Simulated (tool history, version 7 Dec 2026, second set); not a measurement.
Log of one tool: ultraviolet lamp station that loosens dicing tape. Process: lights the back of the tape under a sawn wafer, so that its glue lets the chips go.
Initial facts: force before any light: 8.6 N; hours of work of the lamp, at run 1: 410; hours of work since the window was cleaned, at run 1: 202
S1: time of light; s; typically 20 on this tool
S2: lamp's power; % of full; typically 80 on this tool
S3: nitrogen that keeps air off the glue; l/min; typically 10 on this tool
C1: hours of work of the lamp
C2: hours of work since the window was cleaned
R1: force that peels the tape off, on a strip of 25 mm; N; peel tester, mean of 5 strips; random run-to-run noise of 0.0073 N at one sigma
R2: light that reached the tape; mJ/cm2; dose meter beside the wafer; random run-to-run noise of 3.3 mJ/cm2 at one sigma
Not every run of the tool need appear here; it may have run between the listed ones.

run	hour	S1	S2	S3	C1	C2	R1	R2
1	0	20	80	10	410	202	0.418	442
2	73.7	20	80	10	446	237	0.433	432
3	127.4	20	80	10	471	263	0.46	431
4	205.2	20	80	10	509	300	0.497	417
5	268.7	20	80	10	539	330	0.485	414
6	338	20	80	10	572	363	0.504	407
7	410.6	20	80	8	607	398	0.639	399
8	489.1	20	80	8	644	436	0.661	387
9	581.4	20	80	8	689	480	0.698	378
10	654.2	20	80	8	723	515	0.694	377
11	728.8	20	80	8	759	550	0.751	364
12	787.9	20	80	8	787	579	0.763	358
# hour 847.4: window cleaned of glue's vapour
13	850.4	20	80	10	817	1	0.545	398
14	924.1	20	80	10	852	37	0.558	394
15	985	20	80	10	882	66	0.578	384
16	1037.4	29	85	18	907	91	0.156	576
17	1080.9	18	80	6	927	112	1.048	340
18	1151.6	10	85	8	961	146	2.257	196
19	1203.4	13	60	4	986	170	3.107	177
20	1285	11	74	4	1025	209	3.101	182
# hour 1311.6: lamp changed
21	1382.1	20	77	3	34	255	0.772	480
22	1431.8	20	79	10	58	279	0.341	486
23	1502.3	12	66	4	91	313	2.271	239
24	1599.4	12	66	4	138	359	2.325	234
25	1645.9	12	66	4	160	382	2.348	227
26	1695.7	21	61	4	184	406	1.121	366
27	1760.9	21	61	4	215	437	1.125	360
28	1828.4	21	61	4	247	469	1.161	351
29	1923.1	21	73	4	293	514	0.883	413
30	1984.5	20	84	18	322	544	0.317	447

Per-run results on a tool with no hidden state, each run keeping its own random variation:
Hidden state at play: lamp's light, % of a new lamp's; light that the window lets through, % of a clean one's; drift of the gauge itself on peel_n, %; drift of the gauge itself on dose_mj_cm2, %.
run	R1	R2
1	0.266	526
2	0.264	525
3	0.27	530
4	0.281	522
5	0.261	527
6	0.261	527
7	0.324	526
8	0.315	521
9	0.319	522
10	0.299	529
11	0.308	523
12	0.3	524
13	0.271	526
14	0.264	530
15	0.262	526
16	0.098	803
17	0.484	477
18	1.288	281
19	1.976	258
20	1.885	271
21	0.672	510
22	0.284	523
23	2.004	261
24	1.99	262
25	1.979	258
26	0.843	421
27	0.818	421
28	0.818	418
29	0.56	504
30	0.192	552
